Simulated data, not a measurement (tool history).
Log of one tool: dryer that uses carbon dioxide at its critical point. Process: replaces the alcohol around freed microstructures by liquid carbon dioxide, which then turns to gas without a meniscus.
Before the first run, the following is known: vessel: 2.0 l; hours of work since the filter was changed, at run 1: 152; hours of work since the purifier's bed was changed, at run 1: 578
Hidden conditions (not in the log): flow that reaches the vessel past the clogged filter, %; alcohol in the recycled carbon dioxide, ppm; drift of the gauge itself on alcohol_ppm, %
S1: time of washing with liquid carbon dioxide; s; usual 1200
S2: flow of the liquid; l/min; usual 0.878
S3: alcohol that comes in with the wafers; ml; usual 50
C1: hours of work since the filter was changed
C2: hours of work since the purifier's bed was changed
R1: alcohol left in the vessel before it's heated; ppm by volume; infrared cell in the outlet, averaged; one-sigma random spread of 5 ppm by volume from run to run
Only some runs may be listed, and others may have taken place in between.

Run 1, hour 0: usual settings; C1 152; C2 578. Result: R1 79 ppm by volume.
Run 2, hour 13.9: usual settings but S2 0.74 l/min; C1 161; C2 587. Result: R1 128 ppm by volume.
Run 3, hour 25.5: usual settings but S2 0.74 l/min; C1 169; C2 595. Result: R1 126 ppm by volume.
Run 4, hour 45: usual settings but S2 0.74 l/min; C1 183; C2 609. Result: R1 121 ppm by volume.
Run 5, hour 67.6: usual settings but S2 0.815 l/min; C1 198; C2 625. Result: R1 106 ppm by volume.
Run 6, hour 88.2: usual settings but S2 1.025 l/min; C1 213; C2 639. Result: R1 82 ppm by volume.
Run 7, hour 97.9: usual settings but S1 900 s; C1 220; C2 646. Result: R1 185 ppm by volume.
Run 8, hour 113.3: usual settings but S1 900 s; C1 230; C2 656. Result: R1 191 ppm by volume.
Run 9, hour 136.2: usual settings; C1 246; C2 672. Result: R1 86 ppm by volume.
Run 10, hour 155: usual settings but S1 1380 s; C1 259; C2 685. Result: R1 93 ppm by volume.
Run 11, hour 173.6: usual settings but S1 840 s; C1 272; C2 698. Result: R1 254 ppm by volume.
Run 12, hour 186.6: usual settings but S1 840 s; C1 281; C2 707. Result: R1 259 ppm by volume.
Run 13, hour 204.5: usual settings but S1 840 s; C1 293; C2 719. Result: R1 242 ppm by volume.
Run 14, hour 220.8: usual settings but S1 840 s, S2 1.474 l/min; C1 305; C2 731. Result: R1 89 ppm by volume.
Run 15, hour 234.4: usual settings but S2 0.642 l/min; C1 314; C2 740. Result: R1 241 ppm by volume.
Run 16, hour 251.6: usual settings but S2 0.622 l/min; C1 326; C2 752. Result: R1 255 ppm by volume.
Run 17, hour 265: usual settings but S2 0.622 l/min; C1 335; C2 761. Result: R1 277 ppm by volume.
Run 18, hour 275.6: usual settings; C1 343; C2 769. Result: R1 106 ppm by volume.
Run 19, hour 289.7: usual settings; C1 352; C2 779. Result: R1 107 ppm by volume.
Run 20, hour 311.7: usual settings; C1 368; C2 794. Result: R1 118 ppm by volume.
Run 21, hour 323.2: usual settings; C1 376; C2 802. Result: R1 105 ppm by volume.
Run 22, hour 333.2: usual settings; C1 383; C2 809. Result: R1 127 ppm by volume.
Run 23, hour 344.2: usual settings; C1 390; C2 816. Result: R1 115 ppm by volume.
Run 24, hour 360.1: usual settings; C1 401; C2 827. Result: R1 119 ppm by volume.
Run 25, hour 378.2: usual settings; C1 414; C2 840. Result: R1 123 ppm by volume.
Run 26, hour 392.4: usual settings but S1 1800 s, S2 0.868 l/min, S3 89 ml; C1 424; C2 850. Result: R1 101 ppm by volume.
Run 27, hour 415.2: usual settings but S1 1800 s, S2 0.868 l/min, S3 89 ml; C1 440; C2 866. Result: R1 95 ppm by volume.
Run 28, hour 429.8: usual settings but S1 1800 s, S2 0.868 l/min, S3 89 ml; C1 450; C2 876. Result: R1 101 ppm by volume.
Run 29, hour 447.4: usual settings but S1 1800 s, S2 0.868 l/min, S3 89 ml; C1 462; C2 888. Result: R1 109 ppm by volume.
Run 30, hour 457.4: usual settings but S1 1740 s, S2 0.905 l/min, S3 74 ml; C1 469; C2 895. Result: R1 99 ppm by volume.
Run 31, hour 471.6: usual settings but S1 1080 s, S2 0.798 l/min; C1 479; C2 905. Result: R1 191 ppm by volume.
Run 32, hour 494.1: usual settings but S1 900 s, S2 0.798 l/min, S3 84 ml; C1 494; C2 920. Result: R1 518 ppm by volume.
Run 33, hour 506.8: usual settings but S1 1020 s, S2 0.798 l/min, S3 84 ml; C1 503; C2 929. Result: R1 328 ppm by volume.
Run 34, hour 523: usual settings but S1 1680 s, S2 1.437 l/min; C1 514; C2 940. Result: R1 106 ppm by volume.
Run 35, hour 534.8: usual settings but S1 1680 s, S2 1.437 l/min; C1 522; C2 949. Result: R1 107 ppm by volume.
At hour 546.2: inlet filter changed.
Run 36, hour 556.6: usual settings but S3 45 ml; C1 7; C2 963. Result: R1 116 ppm by volume.
Run 37, hour 568.7: usual settings but S3 45 ml; C1 16; C2 971. Result: R1 112 ppm by volume.
Run 38, hour 580.5: usual settings but S2 1.38 l/min, S3 96 ml; C1 24; C2 979. Result: R1 107 ppm by volume.

Each row is a separate what-if for the run after 38, all from the same tool condition, not one after another. Results?
Run A, hour 599.9: usual settings but S1 1620 s, S2 1.052 l/min, S3 87 ml; C1 37; C2 993. Result: R1 ?.
Run B, hour 599.9: usual settings but S1 1320 s, S2 0.77 l/min; C1 37; C2 993. Result: R1 ?.
Run C, hour 599.9: usual settings but S1 1020 s, S2 1.439 l/min, S3 39 ml; C1 37; C2 993. Result: R1 ?.
Run D, hour 599.9: usual settings but S2 0.638 l/min, S3 96 ml; C1 37; C2 993. Result: R1 ?.

run   R1
  A  110
  B  125
  C  111
  D  322
The same runs, with their run-to-run variation unchanged, on a tool lacking any hidden condition would have given:
run   R1
  A    5
  B   16
  C    6
  D  199

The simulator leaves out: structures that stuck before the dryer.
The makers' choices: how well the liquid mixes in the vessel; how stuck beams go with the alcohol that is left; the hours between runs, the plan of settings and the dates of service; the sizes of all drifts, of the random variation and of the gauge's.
